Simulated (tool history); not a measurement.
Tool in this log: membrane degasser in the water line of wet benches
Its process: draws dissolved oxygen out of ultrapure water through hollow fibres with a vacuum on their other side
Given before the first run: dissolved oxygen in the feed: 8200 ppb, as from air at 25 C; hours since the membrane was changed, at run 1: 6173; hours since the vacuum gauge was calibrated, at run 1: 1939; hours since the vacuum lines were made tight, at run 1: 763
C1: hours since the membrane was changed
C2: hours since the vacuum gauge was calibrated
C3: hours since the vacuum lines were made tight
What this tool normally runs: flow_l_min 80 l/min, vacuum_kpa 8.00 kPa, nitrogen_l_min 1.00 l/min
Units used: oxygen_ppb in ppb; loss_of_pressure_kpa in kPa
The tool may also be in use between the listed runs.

run 1 hour=0.0 | flow_l_min=80 vacuum_kpa=8.00 nitrogen_l_min=1.00 | C1=6173 C2=1939 C3=763 | oxygen_ppb=633.4 loss_of_pressure_kpa=33.26
run 2 hour=127.5 | flow_l_min=80 vacuum_kpa=8.00 nitrogen_l_min=1.00 | C1=6301 C2=2067 C3=891 | oxygen_ppb=641.1 loss_of_pressure_kpa=33.29
run 3 hour=366.9 | flow_l_min=80 vacuum_kpa=8.00 nitrogen_l_min=1.00 | C1=6540 C2=2306 C3=1130 | oxygen_ppb=645.7 loss_of_pressure_kpa=33.34
run 4 hour=552.1 | flow_l_min=80 vacuum_kpa=8.00 nitrogen_l_min=1.00 | C1=6725 C2=2492 C3=1316 | oxygen_ppb=633.0 loss_of_pressure_kpa=33.36
run 5 hour=822.0 | flow_l_min=80 vacuum_kpa=8.00 nitrogen_l_min=1.00 | C1=6995 C2=2761 C3=1585 | oxygen_ppb=639.0 loss_of_pressure_kpa=33.35
run 6 hour=1051.9 | flow_l_min=80 vacuum_kpa=8.00 nitrogen_l_min=1.00 | C1=7225 C2=2991 C3=1815 | oxygen_ppb=644.8 loss_of_pressure_kpa=33.47
run 7 hour=1226.5 | flow_l_min=80 vacuum_kpa=8.00 nitrogen_l_min=1.00 | C1=7400 C2=3166 C3=1990 | oxygen_ppb=644.8 loss_of_pressure_kpa=33.62
run 8 hour=1357.9 | flow_l_min=80 vacuum_kpa=8.00 nitrogen_l_min=1.00 | C1=7531 C2=3297 C3=2121 | oxygen_ppb=643.7 loss_of_pressure_kpa=33.54
run 9 hour=1588.3 | flow_l_min=80 vacuum_kpa=8.00 nitrogen_l_min=1.00 | C1=7762 C2=3528 C3=2352 | oxygen_ppb=644.8 loss_of_pressure_kpa=34.03
run 10 hour=1849.4 | flow_l_min=58 vacuum_kpa=8.00 nitrogen_l_min=1.00 | C1=8023 C2=3789 C3=2613 | oxygen_ppb=517.9 loss_of_pressure_kpa=24.59
run 11 hour=1983.8 | flow_l_min=58 vacuum_kpa=6.56 nitrogen_l_min=1.00 | C1=8157 C2=3923 C3=2747 | oxygen_ppb=375.5 loss_of_pressure_kpa=24.96
run 12 hour=2208.0 | flow_l_min=80 vacuum_kpa=8.00 nitrogen_l_min=1.00 | C1=8381 C2=4147 C3=2971 | oxygen_ppb=649.9 loss_of_pressure_kpa=34.06
run 13 hour=2332.7 | flow_l_min=80 vacuum_kpa=8.00 nitrogen_l_min=1.00 | C1=8506 C2=4272 C3=3096 | oxygen_ppb=646.4 loss_of_pressure_kpa=33.97
run 14 hour=2589.6 | flow_l_min=80 vacuum_kpa=6.49 nitrogen_l_min=0.58 | C1=8763 C2=4529 C3=3353 | oxygen_ppb=633.1 loss_of_pressure_kpa=33.98
run 15 hour=2846.1 | flow_l_min=103 vacuum_kpa=10.76 nitrogen_l_min=0.58 | C1=9019 C2=4785 C3=3610 | oxygen_ppb=1491.7 loss_of_pressure_kpa=44.09
run 16 hour=2982.4 | flow_l_min=80 vacuum_kpa=7.81 nitrogen_l_min=1.00 | C1=9156 C2=4922 C3=3746 | oxygen_ppb=628.0 loss_of_pressure_kpa=34.21
-- hour=2999.7 vacuum gauge calibrated
run 17 hour=3249.6 | flow_l_min=80 vacuum_kpa=7.81 nitrogen_l_min=1.00 | C1=9422 C2=250 C3=4013 | oxygen_ppb=647.8 loss_of_pressure_kpa=34.55
run 18 hour=3428.9 | flow_l_min=80 vacuum_kpa=7.81 nitrogen_l_min=1.00 | C1=9602 C2=429 C3=4192 | oxygen_ppb=649.7 loss_of_pressure_kpa=34.59
run 19 hour=3690.4 | flow_l_min=80 vacuum_kpa=7.81 nitrogen_l_min=1.00 | C1=9863 C2=691 C3=4453 | oxygen_ppb=648.9 loss_of_pressure_kpa=34.23
run 20 hour=3894.9 | flow_l_min=72 vacuum_kpa=10.36 nitrogen_l_min=2.23 | C1=10068 C2=895 C3=4658 | oxygen_ppb=492.8 loss_of_pressure_kpa=31.17
run 21 hour=4032.4 | flow_l_min=72 vacuum_kpa=10.36 nitrogen_l_min=2.23 | C1=10205 C2=1033 C3=4795 | oxygen_ppb=497.3 loss_of_pressure_kpa=31.17
run 22 hour=4146.0 | flow_l_min=52 vacuum_kpa=6.04 nitrogen_l_min=0.51 | C1=10319 C2=1146 C3=4909 | oxygen_ppb=500.7 loss_of_pressure_kpa=22.58
-- hour=4240.8 vacuum gauge calibrated, once more
run 23 hour=4379.4 | flow_l_min=80 vacuum_kpa=8.45 nitrogen_l_min=1.00 | C1=10552 C2=139 C3=5142 | oxygen_ppb=668.4 loss_of_pressure_kpa=34.54
run 24 hour=4504.9 | flow_l_min=78 vacuum_kpa=6.01 nitrogen_l_min=1.58 | C1=10677 C2=264 C3=5267 | oxygen_ppb=268.4 loss_of_pressure_kpa=33.91
run 25 hour=4661.4 | flow_l_min=120 vacuum_kpa=5.82 nitrogen_l_min=1.28 | C1=10834 C2=421 C3=5424 | oxygen_ppb=405.5 loss_of_pressure_kpa=52.44

What differs in the tool's unlogged condition from the final listed run ahead of each entry between runs to the first listed run following it?
Run 16 -> run 17: vacuum gauge calibrated (hour 2999.7)
  membrane still open, %: 91.4 -> 91.2; true pressure behind the membrane over the reading, kPa: 0.31 -> 0.45; air that leaks in behind the membrane, l/min: 0.009 -> 0.0094
  measured value less the no-hidden-state value, oxygen_ppb: +40.4 -> +57.8 ppb; loss_of_pressure_kpa: +2.95 -> +3.04 kPa
Run 22 -> run 23: vacuum gauge calibrated, once more (hour 4240.8)
  membrane still open, %: 90.4 -> 90.2; true pressure behind the membrane over the reading, kPa: 0.49 -> -0.03; air that leaks in behind the membrane, l/min: 0.0108 -> 0.0111
  measured value less the no-hidden-state value, oxygen_ppb: +70.5 -> +0.9 ppb; loss_of_pressure_kpa: +2.16 -> +3.40 kPa
